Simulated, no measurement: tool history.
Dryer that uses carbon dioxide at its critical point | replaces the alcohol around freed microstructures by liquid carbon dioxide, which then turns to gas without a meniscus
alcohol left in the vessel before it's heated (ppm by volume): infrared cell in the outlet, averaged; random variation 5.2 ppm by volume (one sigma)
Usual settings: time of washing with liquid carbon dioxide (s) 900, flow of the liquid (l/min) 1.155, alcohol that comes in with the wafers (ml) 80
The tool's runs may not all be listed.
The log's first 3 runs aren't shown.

run	day	time of washing with liquid carbon dioxide (s)	flow of the liquid (l/min)	alcohol that comes in with the wafers (ml)	hours of work since the filter was changed	hours of work since the purifier's bed was changed	alcohol left in the vessel before it's heated (ppm by volume)
4	4.021	900	1.155	80	230	42	105
5	5.083	900	1.620	80	239	50	22
6	6.429	900	1.620	80	249	61	31
7	7.142	900	1.620	80	255	66	27
8	8.400	900	1.620	80	265	76	33
9	9.338	900	1.620	80	272	84	38
10	10.408	900	1.155	80	281	92	122
11	11.542	900	1.155	80	290	101	129
12	12.667	900	1.155	80	299	110	128
13	13.804	900	1.155	80	308	119	134
14	15.000	720	1.155	80	317	128	368
15	16.200	720	1.155	80	326	138	372
16	17.208	720	1.155	80	334	146	387
17	18.000	1020	1.155	80	341	152	87
18	19.588	900	1.400	80	353	165	70
19	21.062	600	1.160	24	365	176	269
20	22.112	600	1.160	64	373	185	656
21	23.133	660	1.155	27	381	193	217
22	24.462	660	1.155	27	392	203	231
23	25.192	960	1.155	25	398	209	79
24	26.129	960	1.155	25	405	216	73

Forecast run 25:
25	26.942	1380	0.730	106	411	223	?

{"run 25": {"alcohol left in the vessel before it's heated (ppm by volume)": 220}}
Without the tool's hidden state the same run would have given alcohol left in the vessel before it's heated (ppm by volume) 128.
